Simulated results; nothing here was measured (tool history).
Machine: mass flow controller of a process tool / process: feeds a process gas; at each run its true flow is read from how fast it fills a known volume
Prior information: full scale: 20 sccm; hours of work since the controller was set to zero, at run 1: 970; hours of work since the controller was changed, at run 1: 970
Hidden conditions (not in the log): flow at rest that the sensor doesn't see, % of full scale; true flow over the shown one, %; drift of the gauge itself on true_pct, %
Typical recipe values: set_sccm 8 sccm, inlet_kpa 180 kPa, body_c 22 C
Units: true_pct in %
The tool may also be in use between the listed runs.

| run | hour | set_sccm | inlet_kpa | body_c | hours of work since the controller was set to zero | hours of work since the controller was changed | true_pct |
|---|---|---|---|---|---|---|---|
| 1 | 0 | 8 | 180 | 22 | 970 | 970 | 98.43 |
| 2 | 266.1 | 8 | 180 | 22 | 1103 | 1103 | 98.26 |
| 3 | 594.4 | 8 | 180 | 22 | 1266 | 1266 | 98.47 |
| 4 | 846.5 | 8 | 180 | 22 | 1392 | 1392 | 98.33 |
| 5 | 1273.2 | 8 | 180 | 22 | 1605 | 1605 | 98.51 |
| 6 | 1711 | 8 | 180 | 22 | 1823 | 1823 | 98.38 |
| 7 | 1980.5 | 8 | 180 | 24 | 1957 | 1957 | 98.62 |
| 8 | 2298.4 | 8 | 180 | 24 | 2116 | 2116 | 98.47 |
| 9 | 2523.5 | 8 | 180 | 24 | 2228 | 2228 | 98.27 |
| 10 | 2767.8 | 8 | 180 | 24 | 2350 | 2350 | 98.43 |
| 11 | 3041 | 8 | 180 | 27 | 2486 | 2486 | 98.52 |
| 12 | 3232.1 | 8 | 180 | 27 | 2581 | 2581 | 98.49 |
| 13 | 3519.5 | 16 | 180 | 22 | 2724 | 2724 | 99.41 |
| 14 | 3860.4 | 16 | 180 | 22 | 2894 | 2894 | 99.43 |
| 15 | 4263.1 | 16 | 180 | 22 | 3095 | 3095 | 99.31 |
| 16 | 4644.5 | 16 | 180 | 22 | 3285 | 3285 | 99.52 |
| 17 | 4930.5 | 16 | 180 | 22 | 3428 | 3428 | 99.45 |
| 18 | 5182.7 | 8 | 180 | 22 | 3553 | 3553 | 98.43 |
| 19 | 5373 | 8 | 180 | 22 | 3648 | 3648 | 98.38 |
| 20 | 5833.6 | 17 | 180 | 22 | 3878 | 3878 | 99.6 |
| 21 | 6245.7 | 8 | 180 | 22 | 4083 | 4083 | 98.31 |
| 22 | 6452.9 | 8 | 180 | 22 | 4187 | 4187 | 98.45 |
| 23 | 6756.5 | 8 | 180 | 22 | 4338 | 4338 | 98.36 |
| 24 | 7118.7 | 8 | 180 | 21 | 4519 | 4519 | 98.52 |
| 25 | 7419.3 | 8 | 180 | 21 | 4668 | 4668 | 98.29 |
| 26 | 7849.3 | 6 | 236 | 37 | 4883 | 4883 | 98.53 |
| 27 | 8072.1 | 6 | 236 | 37 | 4994 | 4994 | 98.52 |
| 28 | 8395.2 | 10 | 266 | 22 | 5155 | 5155 | 98.56 |
| 29 | 8849.2 | 8 | 272 | 27 | 5381 | 5381 | 98.47 |
| 30 | 9253.1 | 12 | 163 | 22 | 5582 | 5582 | 98.93 |
| 31 | 9671.8 | 12 | 163 | 22 | 5791 | 5791 | 98.95 |
| 32 | 9915.7 | 8 | 193 | 22 | 5913 | 5913 | 98.36 |
| 33 | 10271.8 | 11 | 199 | 22 | 6090 | 6090 | 98.68 |
| 34 | 10546.9 | 11 | 198 | 38 | 6227 | 6227 | 99.1 |
| 35 | 10810.5 | 6 | 159 | 35 | 6359 | 6359 | 98.48 |
| 36 | 11221.4 | 6 | 159 | 35 | 6564 | 6564 | 98.47 |
| 37 | 11527.5 | 8 | 259 | 22 | 6716 | 6716 | 98.28 |
| 38 | 11868.9 | 8 | 259 | 22 | 6886 | 6886 | 98.4 |
| 39 | 12094.6 | 8 | 259 | 22 | 6999 | 6999 | 98.3 |
| 40 | 12357.4 | 8 | 259 | 22 | 7130 | 7130 | 98.19 |
|  | 12497.7 | controller exchanged for a calibrated one |
| 41 | 12758.3 | 8 | 259 | 22 | 130 | 130 | 98.25 |
| 42 | 12950.1 | 8 | 259 | 22 | 226 | 226 | 98.42 |
| 43 | 13176.9 | 2 | 180 | 24 | 339 | 339 | 97.71 |
| 44 | 13502.6 | 6 | 180 | 27 | 501 | 501 | 98.19 |
| 45 | 13955.4 | 6 | 180 | 28 | 727 | 727 | 98.29 |
| 46 | 14244.7 | 8 | 180 | 20 | 871 | 871 | 98.38 |
| 47 | 14677.9 | 13 | 229 | 20 | 1087 | 1087 | 98.85 |
| 48 | 15070.3 | 13 | 246 | 20 | 1282 | 1282 | 98.93 |
| 49 | 15328.2 | 3 | 246 | 21 | 1411 | 1411 | 97.68 |

Across each entry between runs, compare the hidden state at the last listed run before it with the hidden state at the first listed run after it:
From run 40 to run 41: controller exchanged for a calibrated one (hour 12497.7)
  flow at rest that the sensor doesn't see, % of full scale: 0.001 -> 0; true flow over the shown one, %: 0.01 -> 0
